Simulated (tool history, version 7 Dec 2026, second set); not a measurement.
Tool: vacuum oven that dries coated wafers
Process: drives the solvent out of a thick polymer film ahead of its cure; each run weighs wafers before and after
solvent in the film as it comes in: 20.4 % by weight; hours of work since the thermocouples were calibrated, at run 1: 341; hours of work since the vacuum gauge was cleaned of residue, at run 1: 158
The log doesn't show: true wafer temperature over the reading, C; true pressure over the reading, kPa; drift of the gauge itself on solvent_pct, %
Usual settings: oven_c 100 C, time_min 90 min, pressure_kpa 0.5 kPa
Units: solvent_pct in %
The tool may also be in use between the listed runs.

run,hour,oven_c,time_min,pressure_kpa,hours of work since the thermocouples were calibrated,hours of work since the vacuum gauge was cleaned of residue,solvent_pct
1,0,100,90,0.5,341,158,1.77
2,8.4,100,140,0.5,348,165,0.62
3,16.1,100,140,0.5,354,171,0.65
4,26.7,100,140,0.5,362,179,0.67
5,40.1,100,140,0.5,372,189,0.62
# hour 42.4: vacuum gauge cleaned of residue and calibrated
6,49.9,100,90,0.5,379,6,1.78
7,57.8,106,116,1.881,385,12,0.94
8,70.2,102,116,0.314,394,21,0.69
9,75.8,102,110,0.314,398,26,0.84
10,85.7,102,110,0.293,406,33,0.84
11,95,102,89,0.293,413,41,1.35

Forecast each of these 4 alternatives for the next run:
A,105,93,50,0.6,421,48,?
B,105,98,153,1.044,421,48,?
C,105,100,56,0.841,421,48,?
D,105,110,136,1.941,421,48,?

run,solvent_pct
A,7.1
B,1
C,4.11
D,0.66
Without the tool's hidden state the same runs would have given:
run,solvent_pct
A,6.79
B,0.87
C,3.83
D,0.61
